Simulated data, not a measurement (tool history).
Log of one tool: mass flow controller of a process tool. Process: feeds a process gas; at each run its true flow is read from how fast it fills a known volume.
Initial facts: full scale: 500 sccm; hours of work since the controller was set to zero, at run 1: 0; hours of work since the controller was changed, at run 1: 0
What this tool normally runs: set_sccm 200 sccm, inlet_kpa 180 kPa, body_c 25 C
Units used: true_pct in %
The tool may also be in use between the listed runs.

run,hour,set_sccm,inlet_kpa,body_c,hours of work since the controller was set to zero,hours of work since the controller was changed,true_pct
1,0.0,200,180,25,0,0,98.29
2,364.8,200,263,25,233,233,97.91
3,608.7,200,225,25,389,389,98.05
4,917.5,200,180,25,586,586,98.26
5,1196.2,200,180,24,764,764,98.26
6,1427.9,200,180,24,911,911,98.01
7,1759.2,200,180,24,1123,1123,98.09
8,1974.1,200,180,24,1260,1260,97.96
9,2202.0,200,180,24,1406,1406,97.94
10,2540.7,200,180,24,1622,1622,97.89
11,2753.9,200,180,31,1758,1758,98.09
12,3143.5,200,180,31,2007,2007,98.14
13,3331.1,200,180,31,2126,2126,98.12
14,3755.9,200,180,25,2397,2397,97.75
15,4099.7,144,180,34,2617,2617,97.61
16,4419.0,335,146,32,2821,2821,98.81
17,4672.7,457,180,25,2983,2983,99.05
18,5067.7,457,180,25,3235,3235,98.76
19,5440.4,125,180,25,3473,3473,96.97
20,5710.3,125,180,25,3645,3645,96.92
21,6066.5,125,180,25,3872,3872,96.82
22,6497.0,125,180,25,4147,4147,96.85
23,6914.3,186,153,24,4413,4413,97.02
24,7352.1,186,153,24,4693,4693,97.07
25,7597.6,54,141,33,4850,4850,96.60
26,7951.0,180,180,22,5075,5075,96.76
27,8262.2,118,225,20,5274,5274,95.95

Results for each run, recomputed without the tool's hidden state and with each run's random variation untouched:
Unlogged tool condition in this case: flow at rest that the sensor doesn't see, % of full scale; true flow over the shown one, %; drift of the gauge itself on true_pct, %.
run,true_pct
1,98.28
2,97.97
3,98.16
4,98.42
5,98.48
6,98.26
7,98.40
8,98.31
9,98.34
10,98.35
11,98.58
12,98.71
13,98.72
14,98.42
15,98.34
16,99.62
17,99.91
18,99.69
19,97.95
20,97.95
21,97.91
22,98.02
23,98.27
24,98.39
25,97.95
26,98.19
27,97.43
